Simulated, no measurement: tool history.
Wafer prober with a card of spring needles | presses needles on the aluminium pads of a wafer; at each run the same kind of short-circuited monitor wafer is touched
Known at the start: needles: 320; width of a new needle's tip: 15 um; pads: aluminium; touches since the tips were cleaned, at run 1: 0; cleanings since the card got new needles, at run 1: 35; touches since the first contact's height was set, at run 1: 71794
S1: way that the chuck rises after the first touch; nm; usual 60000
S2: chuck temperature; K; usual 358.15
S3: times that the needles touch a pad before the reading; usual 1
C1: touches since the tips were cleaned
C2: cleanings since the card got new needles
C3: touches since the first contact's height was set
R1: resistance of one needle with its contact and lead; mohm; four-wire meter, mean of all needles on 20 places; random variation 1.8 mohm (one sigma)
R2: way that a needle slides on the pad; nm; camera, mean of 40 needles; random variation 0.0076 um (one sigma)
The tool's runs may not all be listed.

run 1 hour=0 | S1=60000 S2=358.15 S3=1 | C1=0 C2=35 C3=71794 | R1=188 R2=12229
-- hour=2.1 height of the first contact set anew
-- hour=10.9 tips cleaned on abrasive film
run 2 hour=10.9 | S1=60000 S2=358.15 S3=1 | C1=0 C2=36 C3=4427 | R1=187 R2=12225
run 3 hour=17.7 | S1=60000 S2=358.15 S3=1 | C1=3524 C2=36 C3=7951 | R1=185 R2=12247
-- hour=21.5 tips cleaned on abrasive film
run 4 hour=23.3 | S1=60000 S2=358.15 S3=1 | C1=951 C2=37 C3=10764 | R1=186 R2=12240
run 5 hour=29 | S1=60000 S2=337.15 S3=1 | C1=3835 C2=37 C3=13648 | R1=177 R2=12247
-- hour=32.3 tips cleaned on abrasive film
run 6 hour=35.7 | S1=60000 S2=337.15 S3=1 | C1=1736 C2=38 C3=17030 | R1=182 R2=12245
run 7 hour=42.3 | S1=60000 S2=358.15 S3=1 | C1=5140 C2=38 C3=20434 | R1=187 R2=12230
-- hour=43.2 tips cleaned on abrasive film
run 8 hour=49.9 | S1=60000 S2=358.15 S3=1 | C1=3438 C2=39 C3=24285 | R1=185 R2=12243
-- hour=53.6 tips cleaned on abrasive film
run 9 hour=56.6 | S1=60000 S2=358.15 S3=1 | C1=1521 C2=40 C3=27646 | R1=188 R2=12238
-- hour=64.5 tips cleaned on abrasive film
run 10 hour=64.9 | S1=60000 S2=358.15 S3=2 | C1=208 C2=41 C3=31861 | R1=186 R2=12232
run 11 hour=73.1 | S1=60000 S2=358.15 S3=2 | C1=4414 C2=41 C3=36067 | R1=186 R2=12232
-- hour=74.9 tips cleaned on abrasive film
run 12 hour=79.7 | S1=60000 S2=334.15 S3=2 | C1=2460 C2=42 C3=39408 | R1=185 R2=12228
-- hour=85.5 tips cleaned on abrasive film
run 13 hour=89.8 | S1=60000 S2=386.15 S3=3 | C1=2204 C2=43 C3=44514 | R1=193 R2=12249
run 14 hour=94.5 | S1=59000 S2=312.15 S3=2 | C1=4624 C2=43 C3=46934 | R1=176 R2=12040
-- hour=96.5 tips cleaned on abrasive film
run 15 hour=100.5 | S1=59000 S2=312.15 S3=2 | C1=2045 C2=44 C3=49964 | R1=178 R2=12037
run 16 hour=105.7 | S1=60000 S2=358.15 S3=3 | C1=4700 C2=44 C3=52619 | R1=186 R2=12228
-- hour=107.7 tips cleaned on abrasive film
run 17 hour=113.8 | S1=60000 S2=358.15 S3=3 | C1=3116 C2=45 C3=56689 | R1=188 R2=12236
-- hour=118.2 tips cleaned on abrasive film
run 18 hour=122.8 | S1=78000 S2=358.15 S3=1 | C1=2349 C2=46 C3=61263 | R1=185 R2=15895
run 19 hour=128 | S1=52000 S2=344.15 S3=1 | C1=5046 C2=46 C3=63960 | R1=186 R2=10616
-- hour=128.7 tips cleaned on abrasive film
run 20 hour=137.7 | S1=52000 S2=344.15 S3=1 | C1=4595 C2=47 C3=68838 | R1=184 R2=10607
-- hour=139.9 tips cleaned on abrasive film
-- hour=145.5 height of the first contact set anew
run 21 hour=146.9 | S1=52000 S2=393.15 S3=3 | C1=3427 C2=48 C3=733 | R1=195 R2=10615
-- hour=150.8 tips cleaned on abrasive film
run 22 hour=155.3 | S1=52000 S2=393.15 S3=3 | C1=2339 C2=49 C3=5017 | R1=193 R2=10620

How the hidden state differs across the entries between the runs, from the last listed run before each to the first after it:
Between runs 1 and 2: height of the first contact set anew (hour 2.1); tips cleaned on abrasive film (hour 10.9)
  way that the needles fall short of the set height, um: 0.01 -> 0
Between runs 3 and 4: tips cleaned on abrasive film (hour 21.5)
  debris on the tips, nm: 0.8 -> 0.4
Between runs 5 and 6: tips cleaned on abrasive film (hour 32.3)
  debris on the tips, nm: 0.9 -> 0.5
Between runs 7 and 8: tips cleaned on abrasive film (hour 43.2)
  debris on the tips, nm: 1.1 -> 0.9
Between runs 8 and 9: tips cleaned on abrasive film (hour 53.6)
  debris on the tips, nm: 0.9 -> 0.5
Between runs 9 and 10: tips cleaned on abrasive film (hour 64.5)
  debris on the tips, nm: 0.5 -> 0.2
Between runs 11 and 12: tips cleaned on abrasive film (hour 74.9)
  debris on the tips, nm: 1 -> 0.8
Between runs 12 and 13: tips cleaned on abrasive film (hour 85.5)
  debris on the tips, nm: 0.8 -> 0.7; way that the needles fall short of the set height, um: 0 -> 0.01
Between runs 14 and 15: tips cleaned on abrasive film (hour 96.5)
  debris on the tips, nm: 1 -> 0.6
Between runs 16 and 17: tips cleaned on abrasive film (hour 107.7)
  debris on the tips, nm: 1 -> 0.8
Between runs 17 and 18: tips cleaned on abrasive film (hour 118.2)
  debris on the tips, nm: 0.8 -> 0.7
Between runs 19 and 20: tips cleaned on abrasive film (hour 128.7)
  debris on the tips, nm: 1.1 -> 1
Between runs 20 and 21: tips cleaned on abrasive film (hour 139.9); height of the first contact set anew (hour 145.5)
  debris on the tips, nm: 1 -> 0.9; way that the needles fall short of the set height, um: 0.01 -> 0
Between runs 21 and 22: tips cleaned on abrasive film (hour 150.8)
  debris on the tips, nm: 0.9 -> 0.7

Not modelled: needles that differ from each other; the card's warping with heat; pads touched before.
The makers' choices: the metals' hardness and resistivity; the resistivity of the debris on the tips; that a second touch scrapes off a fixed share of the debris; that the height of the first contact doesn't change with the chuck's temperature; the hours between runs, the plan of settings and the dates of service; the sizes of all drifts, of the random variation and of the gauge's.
